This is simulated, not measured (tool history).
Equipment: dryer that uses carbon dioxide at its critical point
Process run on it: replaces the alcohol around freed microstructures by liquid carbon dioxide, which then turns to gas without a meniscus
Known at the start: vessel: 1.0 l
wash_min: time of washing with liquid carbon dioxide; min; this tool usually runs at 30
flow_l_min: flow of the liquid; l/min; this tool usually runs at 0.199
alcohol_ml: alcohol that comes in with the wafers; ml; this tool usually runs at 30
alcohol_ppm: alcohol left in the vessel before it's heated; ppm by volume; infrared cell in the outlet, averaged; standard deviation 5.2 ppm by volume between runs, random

run,day,wash_min,flow_l_min,alcohol_ml,alcohol_ppm
1,0.000,30,0.199,30,233
2,0.725,30,0.199,30,227
3,1.383,30,0.199,30,228
4,1.938,30,0.199,30,229
5,2.858,30,0.199,30,241
6,3.775,30,0.199,30,243
7,4.608,30,0.199,79,418
8,5.162,30,0.199,79,432
9,5.812,30,0.199,30,257
10,6.408,32,0.199,30,224
11,7.196,30,0.199,30,270
12,8.021,30,0.199,30,281
13,8.925,43,0.130,70,564
14,9.762,43,0.130,70,592
15,10.708,28,0.194,79,726
16,11.762,35,0.314,30,181
17,12.971,30,0.199,38,353
18,14.004,19,0.134,104,10756

Run 19 has not been measured yet. What should we expect?
19,15.133,30,0.162,42,?

alcohol_ppm: 725 ppm by volume
On a tool with no hidden condition, and with the same random variation, this run would have come out at alcohol_ppm 352 ppm by volume.
